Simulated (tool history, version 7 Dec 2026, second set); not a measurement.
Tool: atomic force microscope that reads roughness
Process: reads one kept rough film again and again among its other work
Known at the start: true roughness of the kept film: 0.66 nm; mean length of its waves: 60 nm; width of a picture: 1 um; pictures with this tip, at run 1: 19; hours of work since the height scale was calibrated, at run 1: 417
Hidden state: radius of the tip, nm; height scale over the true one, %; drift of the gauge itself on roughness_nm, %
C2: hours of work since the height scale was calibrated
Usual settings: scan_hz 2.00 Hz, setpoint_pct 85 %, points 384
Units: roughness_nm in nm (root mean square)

{"run": 1, "day": 0.0, "scan_hz": 2.0, "setpoint_pct": 85, "points": 384, "pictures with this tip": 19, "C2": 417, "roughness_nm": 0.5281}
{"run": 2, "day": 0.846, "scan_hz": 2.0, "setpoint_pct": 85, "points": 384, "pictures with this tip": 52, "C2": 429, "roughness_nm": 0.5281}
{"run": 3, "day": 1.346, "scan_hz": 2.0, "setpoint_pct": 85, "points": 384, "pictures with this tip": 72, "C2": 437, "roughness_nm": 0.5278}
{"run": 4, "day": 2.067, "scan_hz": 2.0, "setpoint_pct": 85, "points": 384, "pictures with this tip": 101, "C2": 447, "roughness_nm": 0.5274}
{"run": 5, "day": 2.704, "scan_hz": 2.0, "setpoint_pct": 67, "points": 384, "pictures with this tip": 126, "C2": 456, "roughness_nm": 0.6004}
{"run": 6, "day": 3.308, "scan_hz": 2.0, "setpoint_pct": 69, "points": 384, "pictures with this tip": 150, "C2": 465, "roughness_nm": 0.593}
{"day": 3.517, "done": "new tip fitted"}
{"run": 7, "day": 4.05, "scan_hz": 2.0, "setpoint_pct": 69, "points": 384, "pictures with this tip": 21, "C2": 476, "roughness_nm": 0.5958}
{"run": 8, "day": 4.733, "scan_hz": 2.0, "setpoint_pct": 85, "points": 437, "pictures with this tip": 48, "C2": 486, "roughness_nm": 0.5289}
{"run": 9, "day": 5.625, "scan_hz": 2.0, "setpoint_pct": 85, "points": 437, "pictures with this tip": 83, "C2": 499, "roughness_nm": 0.5278}
{"run": 10, "day": 6.071, "scan_hz": 2.0, "setpoint_pct": 85, "points": 437, "pictures with this tip": 101, "C2": 505, "roughness_nm": 0.5279}
{"run": 11, "day": 6.696, "scan_hz": 2.0, "setpoint_pct": 59, "points": 437, "pictures with this tip": 126, "C2": 515, "roughness_nm": 0.6233}
{"run": 12, "day": 7.454, "scan_hz": 2.0, "setpoint_pct": 59, "points": 437, "pictures with this tip": 156, "C2": 526, "roughness_nm": 0.6225}
{"day": 7.521, "done": "new tip fitted"}
{"run": 13, "day": 8.408, "scan_hz": 2.0, "setpoint_pct": 85, "points": 384, "pictures with this tip": 35, "C2": 539, "roughness_nm": 0.5293}
{"run": 14, "day": 9.346, "scan_hz": 2.0, "setpoint_pct": 85, "points": 684, "pictures with this tip": 72, "C2": 553, "roughness_nm": 0.5289}
{"run": 15, "day": 10.117, "scan_hz": 2.0, "setpoint_pct": 85, "points": 684, "pictures with this tip": 103, "C2": 564, "roughness_nm": 0.5286}
{"run": 16, "day": 10.617, "scan_hz": 2.0, "setpoint_pct": 64, "points": 384, "pictures with this tip": 123, "C2": 572, "roughness_nm": 0.6099}
{"day": 11.546, "done": "new tip fitted"}
{"run": 17, "day": 11.546, "scan_hz": 2.0, "setpoint_pct": 64, "points": 384, "pictures with this tip": 0, "C2": 585, "roughness_nm": 0.6117}
{"run": 18, "day": 12.429, "scan_hz": 2.0, "setpoint_pct": 85, "points": 316, "pictures with this tip": 35, "C2": 598, "roughness_nm": 0.5286}
{"run": 19, "day": 13.317, "scan_hz": 2.0, "setpoint_pct": 79, "points": 384, "pictures with this tip": 70, "C2": 611, "roughness_nm": 0.5574}
{"run": 20, "day": 13.738, "scan_hz": 2.0, "setpoint_pct": 85, "points": 384, "pictures with this tip": 87, "C2": 617, "roughness_nm": 0.5283}
{"run": 21, "day": 14.662, "scan_hz": 3.32, "setpoint_pct": 85, "points": 384, "pictures with this tip": 124, "C2": 631, "roughness_nm": 0.4672}
{"day": 15.558, "done": "new tip fitted"}
{"run": 22, "day": 15.558, "scan_hz": 3.32, "setpoint_pct": 85, "points": 384, "pictures with this tip": 0, "C2": 643, "roughness_nm": 0.469}
{"run": 23, "day": 16.208, "scan_hz": 0.72, "setpoint_pct": 85, "points": 384, "pictures with this tip": 26, "C2": 653, "roughness_nm": 0.6074}
{"run": 24, "day": 17.133, "scan_hz": 2.0, "setpoint_pct": 85, "points": 384, "pictures with this tip": 63, "C2": 666, "roughness_nm": 0.5299}
{"run": 25, "day": 17.758, "scan_hz": 2.0, "setpoint_pct": 85, "points": 781, "pictures with this tip": 88, "C2": 676, "roughness_nm": 0.5304}
{"run": 26, "day": 18.358, "scan_hz": 2.0, "setpoint_pct": 85, "points": 781, "pictures with this tip": 112, "C2": 684, "roughness_nm": 0.5303}
{"run": 27, "day": 18.85, "scan_hz": 2.0, "setpoint_pct": 85, "points": 781, "pictures with this tip": 131, "C2": 692, "roughness_nm": 0.5299}
{"run": 28, "day": 19.271, "scan_hz": 2.0, "setpoint_pct": 85, "points": 264, "pictures with this tip": 148, "C2": 698, "roughness_nm": 0.5277}
{"day": 19.554, "done": "new tip fitted"}
{"run": 29, "day": 20.062, "scan_hz": 1.14, "setpoint_pct": 86, "points": 369, "pictures with this tip": 20, "C2": 709, "roughness_nm": 0.5764}
{"run": 30, "day": 20.65, "scan_hz": 2.59, "setpoint_pct": 89, "points": 278, "pictures with this tip": 44, "C2": 718, "roughness_nm": 0.4764}
{"run": 31, "day": 21.35, "scan_hz": 0.81, "setpoint_pct": 89, "points": 543, "pictures with this tip": 72, "C2": 728, "roughness_nm": 0.5913}
{"run": 32, "day": 22.15, "scan_hz": 2.41, "setpoint_pct": 55, "points": 384, "pictures with this tip": 103, "C2": 740, "roughness_nm": 0.6283}
{"run": 33, "day": 22.988, "scan_hz": 2.94, "setpoint_pct": 87, "points": 269, "pictures with this tip": 137, "C2": 752, "roughness_nm": 0.4707}
{"day": 23.554, "done": "new tip fitted"}
{"run": 34, "day": 23.554, "scan_hz": 2.94, "setpoint_pct": 87, "points": 269, "pictures with this tip": 0, "C2": 760, "roughness_nm": 0.4728}
{"run": 35, "day": 24.067, "scan_hz": 0.65, "setpoint_pct": 85, "points": 384, "pictures with this tip": 21, "C2": 767, "roughness_nm": 0.6137}
{"run": 36, "day": 24.646, "scan_hz": 1.06, "setpoint_pct": 73, "points": 384, "pictures with this tip": 44, "C2": 776, "roughness_nm": 0.6188}
{"run": 37, "day": 25.254, "scan_hz": 3.55, "setpoint_pct": 73, "points": 283, "pictures with this tip": 68, "C2": 785, "roughness_nm": 0.5332}
{"run": 38, "day": 25.917, "scan_hz": 3.21, "setpoint_pct": 60, "points": 384, "pictures with this tip": 94, "C2": 794, "roughness_nm": 0.6022}
{"run": 39, "day": 26.629, "scan_hz": 0.99, "setpoint_pct": 77, "points": 725, "pictures with this tip": 122, "C2": 805, "roughness_nm": 0.6121}
{"run": 40, "day": 27.296, "scan_hz": 1.91, "setpoint_pct": 85, "points": 993, "pictures with this tip": 149, "C2": 815, "roughness_nm": 0.535}
{"day": 27.575, "done": "new tip fitted"}
{"run": 41, "day": 27.971, "scan_hz": 1.91, "setpoint_pct": 85, "points": 993, "pictures with this tip": 16, "C2": 824, "roughness_nm": 0.5374}
{"run": 42, "day": 28.392, "scan_hz": 3.33, "setpoint_pct": 66, "points": 384, "pictures with this tip": 33, "C2": 830, "roughness_nm": 0.5776}
{"run": 43, "day": 29.229, "scan_hz": 1.65, "setpoint_pct": 72, "points": 384, "pictures with this tip": 66, "C2": 843, "roughness_nm": 0.6004}
{"run": 44, "day": 30.092, "scan_hz": 1.8, "setpoint_pct": 68, "points": 502, "pictures with this tip": 100, "C2": 855, "roughness_nm": 0.6069}
{"run": 45, "day": 30.883, "scan_hz": 0.97, "setpoint_pct": 84, "points": 384, "pictures with this tip": 132, "C2": 867, "roughness_nm": 0.5942}
{"day": 31.629, "done": "new tip fitted"}
{"run": 46, "day": 31.7, "scan_hz": 0.97, "setpoint_pct": 84, "points": 384, "pictures with this tip": 3, "C2": 878, "roughness_nm": 0.5965}
{"run": 47, "day": 32.2, "scan_hz": 2.0, "setpoint_pct": 85, "points": 436, "pictures with this tip": 23, "C2": 886, "roughness_nm": 0.5331}
{"run": 48, "day": 33.104, "scan_hz": 1.31, "setpoint_pct": 70, "points": 357, "pictures with this tip": 59, "C2": 899, "roughness_nm": 0.6177}
{"run": 49, "day": 33.629, "scan_hz": 1.31, "setpoint_pct": 70, "points": 357, "pictures with this tip": 80, "C2": 907, "roughness_nm": 0.6171}
{"run": 50, "day": 34.529, "scan_hz": 3.27, "setpoint_pct": 62, "points": 384, "pictures with this tip": 116, "C2": 920, "roughness_nm": 0.5958}
{"run": 51, "day": 35.129, "scan_hz": 1.1, "setpoint_pct": 66, "points": 384, "pictures with this tip": 139, "C2": 929, "roughness_nm": 0.6316}
{"day": 35.679, "done": "new tip fitted"}
{"run": 52, "day": 35.708, "scan_hz": 0.63, "setpoint_pct": 85, "points": 1018, "pictures with this tip": 2, "C2": 937, "roughness_nm": 0.6179}
{"run": 53, "day": 36.312, "scan_hz": 0.63, "setpoint_pct": 85, "points": 1018, "pictures with this tip": 26, "C2": 946, "roughness_nm": 0.618}

Forecast each of these 4 alternatives for the next run:
{"run": "A", "day": 37.025, "scan_hz": 0.63, "setpoint_pct": 79, "points": 503, "pictures with this tip": 54, "C2": 956, "roughness_nm": "?"}
{"run": "B", "day": 37.025, "scan_hz": 0.63, "setpoint_pct": 85, "points": 910, "pictures with this tip": 54, "C2": 956, "roughness_nm": "?"}
{"run": "C", "day": 37.025, "scan_hz": 1.33, "setpoint_pct": 85, "points": 384, "pictures with this tip": 54, "C2": 956, "roughness_nm": "?"}
{"run": "D", "day": 37.025, "scan_hz": 0.69, "setpoint_pct": 63, "points": 384, "pictures with this tip": 54, "C2": 956, "roughness_nm": "?"}

run=A roughness_nm=0.6282
run=B roughness_nm=0.6167
run=C roughness_nm=0.5701
run=D roughness_nm=0.6476
Without the tool's hidden state the same runs would have given:
run=A roughness_nm=0.6195
run=B roughness_nm=0.6082
run=C roughness_nm=0.5622
run=D roughness_nm=0.6386
